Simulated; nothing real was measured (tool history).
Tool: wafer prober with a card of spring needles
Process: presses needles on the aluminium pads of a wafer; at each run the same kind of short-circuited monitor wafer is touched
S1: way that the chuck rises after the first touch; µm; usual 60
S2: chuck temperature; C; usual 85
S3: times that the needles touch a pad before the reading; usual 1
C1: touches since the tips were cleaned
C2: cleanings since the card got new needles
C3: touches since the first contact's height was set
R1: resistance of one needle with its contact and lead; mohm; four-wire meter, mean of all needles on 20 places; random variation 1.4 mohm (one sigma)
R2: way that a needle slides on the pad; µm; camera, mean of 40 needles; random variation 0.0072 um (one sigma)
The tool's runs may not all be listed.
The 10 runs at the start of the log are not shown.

run,hour,S1,S2,S3,C1,C2,C3,R1,R2
# hour 143.8: tips cleaned on abrasive film
11,146.1,60,85,2,1048,75,53152,119,7.270
# hour 158.3: tips cleaned on abrasive film
# hour 168.7: height of the first contact set anew
# hour 171.6: tips cleaned on abrasive film
12,171.6,60,85,2,0,77,1285,118,7.258
13,184.5,60,85,2,5768,77,7053,118,7.258
# hour 187.0: tips cleaned on abrasive film
# hour 200.5: tips cleaned on abrasive film
14,210.2,60,85,2,4328,79,18517,118,7.270
# hour 214.0: tips cleaned on abrasive film
15,221.6,60,85,2,3430,80,23612,121,7.262
# hour 227.9: tips cleaned on abrasive film
# hour 242.0: tips cleaned on abrasive film
16,247.9,60,85,1,2679,82,35358,117,7.266
# hour 255.0: tips cleaned on abrasive film
# hour 269.2: tips cleaned on abrasive film
17,273.2,60,85,2,1781,84,46610,117,7.271
# hour 283.1: tips cleaned on abrasive film
18,293.2,47,27,1,4539,85,55578,114,5.684
# hour 297.3: tips cleaned on abrasive film
# hour 310.3: height of the first contact set anew
# hour 312.1: tips cleaned on abrasive film
19,317.3,55,100,1,2311,87,3109,121,6.661
# hour 325.9: tips cleaned on abrasive film
20,332.8,55,100,1,3105,88,10022,121,6.654
# hour 339.2: tips cleaned on abrasive film
21,345.5,55,100,1,2844,89,15706,121,6.674
# hour 353.5: tips cleaned on abrasive film
22,360.7,78,73,1,3232,90,22469,114,9.448
# hour 367.0: tips cleaned on abrasive film
23,372.7,58,35,2,2553,91,27806,111,7.027
# hour 381.2: tips cleaned on abrasive film
# hour 396.5: tips cleaned on abrasive film
24,399.1,73,31,2,1173,93,39583,109,8.843
# hour 410.5: tips cleaned on abrasive film
25,418.1,62,85,1,3428,94,48101,117,7.520
# hour 424.5: tips cleaned on abrasive film
26,435.8,51,28,1,5111,95,56018,114,6.183
# hour 438.9: tips cleaned on abrasive film
# hour 451.2: height of the first contact set anew
# hour 453.3: tips cleaned on abrasive film
27,453.3,71,112,2,0,97,883,119,8.601
# hour 467.2: tips cleaned on abrasive film
28,467.5,60,49,1,142,98,7256,112,7.272
29,479.9,48,49,2,5684,98,12798,115,5.806
# hour 482.1: tips cleaned on abrasive film
# hour 496.0: tips cleaned on abrasive film
30,496.5,55,124,3,239,100,20180,122,6.673
# hour 509.4: tips cleaned on abrasive film
31,516.0,55,124,1,2951,101,28891,125,6.660

3 ways to go on from here, each from the tool as it stands after run 31. What would each give?
# hour 523.5: tips cleaned on abrasive film
# hour 537.8: tips cleaned on abrasive film
A,538.8,50,103,1,462,103,39055,?,?
# hour 523.5: tips cleaned on abrasive film
# hour 537.8: tips cleaned on abrasive film
B,538.8,69,85,1,462,103,39055,?,?
# hour 523.5: tips cleaned on abrasive film
# hour 537.8: tips cleaned on abrasive film
C,538.8,55,86,2,462,103,39055,?,?

run,R1,R2
A,123,6.057
B,118,8.367
C,119,6.656
The same runs, with their run-to-run variation unchanged, on a tool lacking any hidden condition would have given:
run,R1,R2
A,123,6.057
B,118,8.367
C,119,6.656
